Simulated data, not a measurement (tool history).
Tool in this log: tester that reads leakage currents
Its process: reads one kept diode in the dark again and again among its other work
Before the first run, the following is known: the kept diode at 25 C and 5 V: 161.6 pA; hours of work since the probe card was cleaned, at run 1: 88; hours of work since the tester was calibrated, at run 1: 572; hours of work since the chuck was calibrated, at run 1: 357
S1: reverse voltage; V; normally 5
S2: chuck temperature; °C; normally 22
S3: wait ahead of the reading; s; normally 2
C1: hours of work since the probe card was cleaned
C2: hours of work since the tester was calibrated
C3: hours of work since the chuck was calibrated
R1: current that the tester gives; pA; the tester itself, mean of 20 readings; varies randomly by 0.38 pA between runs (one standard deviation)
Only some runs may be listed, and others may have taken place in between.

run 1 day=0 | S1=5 S2=22 S3=2 | C1=88 C2=572 C3=357 | R1=124.85
run 2 day=5.258 | S1=5 S2=22 S3=2 | C1=169 C2=653 C3=437 | R1=125.27
run 3 day=9.458 | S1=5 S2=22 S3=2 | C1=233 C2=718 C3=502 | R1=125.71
run 4 day=15.775 | S1=5 S2=22 S3=2 | C1=330 C2=815 C3=599 | R1=125.03
-- day=20.175 chuck's temperature calibrated
run 5 day=20.175 | S1=5 S2=22 S3=2 | C1=397 C2=881 C3=0 | R1=125.23
run 6 day=25.633 | S1=5 S2=22 S3=2 | C1=481 C2=965 C3=84 | R1=125.87
run 7 day=32.954 | S1=5 S2=20 S3=2 | C1=593 C2=1078 C3=196 | R1=105.92
run 8 day=36.579 | S1=5 S2=22 S3=2 | C1=649 C2=1133 C3=252 | R1=125.61
run 9 day=43.429 | S1=5 S2=22 S3=0.66 | C1=754 C2=1239 C3=358 | R1=126.22
run 10 day=49.192 | S1=5 S2=22 S3=0.66 | C1=843 C2=1327 C3=446 | R1=126.32
run 11 day=56.058 | S1=5 S2=22 S3=2 | C1=948 C2=1433 C3=552 | R1=126.28
-- day=63.546 chuck's temperature calibrated
run 12 day=63.625 | S1=5 S2=22 S3=2 | C1=1063 C2=1548 C3=1 | R1=125.05
run 13 day=67.475 | S1=5 S2=22 S3=2 | C1=1123 C2=1607 C3=60 | R1=125.35
run 14 day=74.029 | S1=5 S2=22 S3=2 | C1=1223 C2=1708 C3=161 | R1=125.6
run 15 day=78.7 | S1=5 S2=22 S3=2 | C1=1295 C2=1780 C3=233 | R1=125
run 16 day=82.321 | S1=5 S2=22 S3=2 | C1=1351 C2=1835 C3=289 | R1=126.2
run 17 day=86.45 | S1=5 S2=22 S3=2 | C1=1414 C2=1899 C3=352 | R1=125.51
run 18 day=90.192 | S1=5 S2=48 S3=2 | C1=1472 C2=1956 C3=410 | R1=982.57
run 19 day=96.612 | S1=5 S2=22 S3=2 | C1=1571 C2=2055 C3=508 | R1=125.1
run 20 day=100.792 | S1=5 S2=22 S3=2 | C1=1635 C2=2119 C3=573 | R1=126.04
run 21 day=105.792 | S1=5 S2=33 S3=0.55 | C1=1712 C2=2196 C3=649 | R1=314.05
-- day=106.95 chuck's temperature calibrated
run 22 day=109.646 | S1=7.95 S2=25 S3=7.74 | C1=1770 C2=2254 C3=41 | R1=193.14
run 23 day=113.212 | S1=7.95 S2=53 S3=0.42 | C1=1824 C2=2309 C3=96 | R1=1685.28
run 24 day=116.617 | S1=1.47 S2=28 S3=1.51 | C1=1877 C2=2361 C3=149 | R1=132.06
run 25 day=121.058 | S1=5 S2=22 S3=2.32 | C1=1945 C2=2429 C3=217 | R1=125.02
run 26 day=124.104 | S1=5 S2=22 S3=2.32 | C1=1992 C2=2476 C3=264 | R1=125.22
run 27 day=130.288 | S1=5 S2=22 S3=6.98 | C1=2087 C2=2571 C3=359 | R1=125.11
run 28 day=134.067 | S1=1.86 S2=22 S3=6.98 | C1=2145 C2=2629 C3=417 | R1=86.27
run 29 day=140.704 | S1=1.86 S2=22 S3=6.98 | C1=2247 C2=2731 C3=519 | R1=86.28
run 30 day=145.112 | S1=1.86 S2=22 S3=1.73 | C1=2315 C2=2799 C3=587 | R1=86.16
run 31 day=148.404 | S1=1.07 S2=42 S3=0.77 | C1=2365 C2=2850 C3=637 | R1=352.81
-- day=150.467 chuck's temperature calibrated
run 32 day=153.646 | S1=4.96 S2=37 S3=0.44 | C1=2445 C2=2929 C3=49 | R1=428.6
run 33 day=156.783 | S1=5 S2=21 S3=2 | C1=2493 C2=2977 C3=97 | R1=114.95
run 34 day=161.383 | S1=5 S2=26 S3=2 | C1=2564 C2=3048 C3=168 | R1=176.25
run 35 day=164.717 | S1=3.33 S2=26 S3=9.65 | C1=2615 C2=3099 C3=219 | R1=150.89
run 36 day=168.642 | S1=3.33 S2=26 S3=9.65 | C1=2675 C2=3160 C3=279 | R1=151.24
-- day=174.042 probe card cleaned and baked
run 37 day=175.871 | S1=3.33 S2=26 S3=9.65 | C1=28 C2=3269 C3=389 | R1=151.12
run 38 day=181.771 | S1=2.29 S2=36 S3=0.57 | C1=119 C2=3359 C3=479 | R1=295.98
run 39 day=185.121 | S1=4.16 S2=43 S3=0.7 | C1=170 C2=3411 C3=531 | R1=635.45

Consider 4 possible next runs. They are alternatives, not a sequence: every one starts from the tool as it was left by run 39. What does each give?
run A day=189.529 | S1=5 S2=22 S3=6.67 | C1=238 C2=3479 C3=599 | R1=?
run B day=189.529 | S1=2.01 S2=22 S3=2 | C1=238 C2=3479 C3=599 | R1=?
run C day=189.529 | S1=5 S2=20 S3=0.42 | C1=238 C2=3479 C3=599 | R1=?
run D day=189.529 | S1=7.57 S2=22 S3=1.65 | C1=238 C2=3479 C3=599 | R1=?

run=A R1=125.33
run=B R1=89.11
run=C R1=107.09
run=D R1=146.8
With the hidden condition removed and each run's random variation left untouched, the same runs would have given:
run=A R1=125.44
run=B R1=89.18
run=C R1=107.18
run=D R1=146.91

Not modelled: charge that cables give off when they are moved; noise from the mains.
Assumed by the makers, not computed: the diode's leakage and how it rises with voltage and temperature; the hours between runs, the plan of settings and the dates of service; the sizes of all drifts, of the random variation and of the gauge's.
